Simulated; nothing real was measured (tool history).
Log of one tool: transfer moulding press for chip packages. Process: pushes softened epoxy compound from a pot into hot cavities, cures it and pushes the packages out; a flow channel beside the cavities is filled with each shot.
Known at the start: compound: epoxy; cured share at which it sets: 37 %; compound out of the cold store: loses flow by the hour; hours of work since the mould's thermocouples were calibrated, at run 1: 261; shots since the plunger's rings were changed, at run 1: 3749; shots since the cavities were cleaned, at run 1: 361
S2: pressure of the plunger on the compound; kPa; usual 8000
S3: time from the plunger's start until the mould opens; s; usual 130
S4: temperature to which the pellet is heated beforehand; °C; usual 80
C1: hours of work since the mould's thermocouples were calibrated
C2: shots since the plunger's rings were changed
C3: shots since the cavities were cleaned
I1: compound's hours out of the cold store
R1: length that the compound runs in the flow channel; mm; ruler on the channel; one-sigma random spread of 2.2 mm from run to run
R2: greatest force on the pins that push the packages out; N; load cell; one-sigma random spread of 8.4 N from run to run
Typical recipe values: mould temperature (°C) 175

{"run": 1, "hour": 0.0, "mould temperature (°C)": 175, "S2": 8000, "S3": 130, "S4": 80, "C1": 261, "C2": 3749, "C3": 361, "I1": 45.8, "R1": 594, "R2": 494}
{"hour": 8.0, "done": "plunger's sealing rings changed"}
{"run": 2, "hour": 49.1, "mould temperature (°C)": 175, "S2": 8000, "S3": 130, "S4": 80, "C1": 293, "C2": 386, "C3": 799, "I1": 38.7, "R1": 636, "R2": 554}
{"hour": 69.9, "done": "cavities cleaned with cleaning compound and waxed"}
{"run": 3, "hour": 95.5, "mould temperature (°C)": 175, "S2": 8000, "S3": 130, "S4": 80, "C1": 324, "C2": 807, "C3": 240, "I1": 29.3, "R1": 654, "R2": 448}
{"hour": 180.4, "done": "cavities cleaned with cleaning compound and waxed"}
{"run": 4, "hour": 185.1, "mould temperature (°C)": 175, "S2": 8000, "S3": 130, "S4": 80, "C1": 386, "C2": 1634, "C3": 44, "I1": 33.7, "R1": 632, "R2": 382}
{"run": 5, "hour": 272.0, "mould temperature (°C)": 172, "S2": 8000, "S3": 130, "S4": 80, "C1": 447, "C2": 2449, "C3": 859, "I1": 19.4, "R1": 666, "R2": 615}
{"hour": 288.0, "done": "cavities cleaned with cleaning compound and waxed"}
{"run": 6, "hour": 366.8, "mould temperature (°C)": 172, "S2": 8000, "S3": 130, "S4": 80, "C1": 512, "C2": 3325, "C3": 740, "I1": 11.2, "R1": 678, "R2": 594}
{"hour": 392.5, "done": "cavities cleaned with cleaning compound and waxed"}
{"run": 7, "hour": 417.0, "mould temperature (°C)": 172, "S2": 6830, "S3": 130, "S4": 80, "C1": 546, "C2": 3782, "C3": 229, "I1": 9.6, "R1": 624, "R2": 502}
{"hour": 423.7, "done": "plunger's sealing rings changed"}
{"hour": 465.4, "done": "mould's thermocouples calibrated"}
{"hour": 504.8, "done": "cavities cleaned with cleaning compound and waxed"}
{"run": 8, "hour": 504.8, "mould temperature (°C)": 175, "S2": 7220, "S3": 130, "S4": 80, "C1": 26, "C2": 729, "C3": 0, "I1": 33.6, "R1": 609, "R2": 365}
{"run": 9, "hour": 551.3, "mould temperature (°C)": 175, "S2": 7220, "S3": 130, "S4": 80, "C1": 59, "C2": 1166, "C3": 437, "I1": 37.3, "R1": 600, "R2": 510}
{"hour": 610.7, "done": "cavities cleaned with cleaning compound and waxed"}
{"run": 10, "hour": 631.4, "mould temperature (°C)": 175, "S2": 7220, "S3": 130, "S4": 80, "C1": 114, "C2": 1903, "C3": 195, "I1": 32.0, "R1": 604, "R2": 446}
{"hour": 721.4, "done": "cavities cleaned with cleaning compound and waxed"}
{"run": 11, "hour": 727.2, "mould temperature (°C)": 175, "S2": 7220, "S3": 130, "S4": 80, "C1": 180, "C2": 2788, "C3": 55, "I1": 25.7, "R1": 607, "R2": 393}
{"run": 12, "hour": 807.1, "mould temperature (°C)": 175, "S2": 7220, "S3": 130, "S4": 76, "C1": 235, "C2": 3538, "C3": 805, "I1": 30.5, "R1": 591, "R2": 558}
{"hour": 829.4, "done": "cavities cleaned with cleaning compound and waxed"}
{"hour": 840.1, "done": "plunger's sealing rings changed"}
{"run": 13, "hour": 880.0, "mould temperature (°C)": 175, "S2": 6400, "S3": 130, "S4": 80, "C1": 283, "C2": 375, "C3": 452, "I1": 19.9, "R1": 599, "R2": 471}
{"hour": 937.9, "done": "cavities cleaned with cleaning compound and waxed"}
{"run": 14, "hour": 960.8, "mould temperature (°C)": 175, "S2": 6400, "S3": 130, "S4": 80, "C1": 339, "C2": 1119, "C3": 214, "I1": 12.0, "R1": 613, "R2": 444}
{"hour": 1012.2, "done": "mould's thermocouples calibrated, once more"}
{"run": 15, "hour": 1024.6, "mould temperature (°C)": 175, "S2": 8870, "S3": 130, "S4": 80, "C1": 9, "C2": 1699, "C3": 794, "I1": 21.5, "R1": 693, "R2": 549}
{"hour": 1046.3, "done": "cavities cleaned with cleaning compound and waxed"}
{"run": 16, "hour": 1091.0, "mould temperature (°C)": 175, "S2": 8680, "S3": 130, "S4": 80, "C1": 54, "C2": 2308, "C3": 419, "I1": 27.8, "R1": 672, "R2": 492}
{"hour": 1151.4, "done": "cavities cleaned with cleaning compound and waxed"}
{"run": 17, "hour": 1155.4, "mould temperature (°C)": 175, "S2": 8000, "S3": 119, "S4": 90, "C1": 98, "C2": 2898, "C3": 37, "I1": 30.7, "R1": 635, "R2": 408}
{"hour": 1254.2, "done": "plunger's sealing rings changed"}
{"run": 18, "hour": 1254.7, "mould temperature (°C)": 172, "S2": 8000, "S3": 116, "S4": 90, "C1": 165, "C2": 4, "C3": 946, "I1": 19.2, "R1": 686, "R2": 692}
{"hour": 1262.6, "done": "cavities cleaned with cleaning compound and waxed"}
{"run": 19, "hour": 1304.7, "mould temperature (°C)": 172, "S2": 8000, "S3": 116, "S4": 90, "C1": 199, "C2": 459, "C3": 394, "I1": 25.0, "R1": 672, "R2": 616}
{"run": 20, "hour": 1348.6, "mould temperature (°C)": 174, "S2": 7800, "S3": 111, "S4": 84, "C1": 230, "C2": 871, "C3": 806, "I1": 10.2, "R1": 690, "R2": 666}
{"hour": 1371.4, "done": "cavities cleaned with cleaning compound and waxed"}
{"run": 21, "hour": 1431.2, "mould temperature (°C)": 174, "S2": 9720, "S3": 111, "S4": 85, "C1": 286, "C2": 1633, "C3": 562, "I1": 42.8, "R1": 678, "R2": 619}
{"hour": 1484.5, "done": "cavities cleaned with cleaning compound and waxed"}
{"run": 22, "hour": 1488.6, "mould temperature (°C)": 175, "S2": 8000, "S3": 151, "S4": 84, "C1": 325, "C2": 2157, "C3": 39, "I1": 8.5, "R1": 688, "R2": 373}
{"run": 23, "hour": 1533.6, "mould temperature (°C)": 175, "S2": 8690, "S3": 119, "S4": 82, "C1": 357, "C2": 2579, "C3": 461, "I1": 37.4, "R1": 647, "R2": 532}
{"hour": 1589.5, "done": "cavities cleaned with cleaning compound and waxed"}
{"run": 24, "hour": 1602.4, "mould temperature (°C)": 175, "S2": 8690, "S3": 119, "S4": 82, "C1": 404, "C2": 3212, "C3": 122, "I1": 29.9, "R1": 658, "R2": 458}
{"hour": 1671.9, "done": "plunger's sealing rings changed"}
{"run": 25, "hour": 1673.9, "mould temperature (°C)": 175, "S2": 7360, "S3": 127, "S4": 80, "C1": 452, "C2": 18, "C3": 768, "I1": 28.1, "R1": 633, "R2": 562}
{"hour": 1699.3, "done": "cavities cleaned with cleaning compound and waxed"}
{"run": 26, "hour": 1728.5, "mould temperature (°C)": 170, "S2": 7030, "S3": 120, "S4": 73, "C1": 489, "C2": 517, "C3": 274, "I1": 43.5, "R1": 594, "R2": 590}
{"run": 27, "hour": 1778.0, "mould temperature (°C)": 175, "S2": 7010, "S3": 122, "S4": 80, "C1": 523, "C2": 982, "C3": 739, "I1": 12.9, "R1": 646, "R2": 565}

3 ways to go on from here, each from the tool as it stands after run 27. What would each give?
{"hour": 1807.8, "done": "cavities cleaned with cleaning compound and waxed"}
{"run": "A", "hour": 1846.8, "mould temperature (°C)": 175, "S2": 7010, "S3": 122, "S4": 80, "C1": 570, "C2": 1614, "C3": 367, "I1": 19.3, "R1": "?", "R2": "?"}
{"hour": 1807.8, "done": "cavities cleaned with cleaning compound and waxed"}
{"run": "B", "hour": 1846.8, "mould temperature (°C)": 175, "S2": 7010, "S3": 122, "S4": 83, "C1": 570, "C2": 1614, "C3": 367, "I1": 8.8, "R1": "?", "R2": "?"}
{"hour": 1807.8, "done": "cavities cleaned with cleaning compound and waxed"}
{"run": "C", "hour": 1846.8, "mould temperature (°C)": 175, "S2": 7130, "S3": 130, "S4": 80, "C1": 570, "C2": 1614, "C3": 367, "I1": 18.2, "R1": "?", "R2": "?"}

run=A R1=626 R2=506
run=B R1=645 R2=505
run=C R1=632 R2=492
Stripped of hidden state, with their random variation kept, the same runs would have yielded:
run=A R1=640 R2=389
run=B R1=659 R2=387
run=C R1=646 R2=377

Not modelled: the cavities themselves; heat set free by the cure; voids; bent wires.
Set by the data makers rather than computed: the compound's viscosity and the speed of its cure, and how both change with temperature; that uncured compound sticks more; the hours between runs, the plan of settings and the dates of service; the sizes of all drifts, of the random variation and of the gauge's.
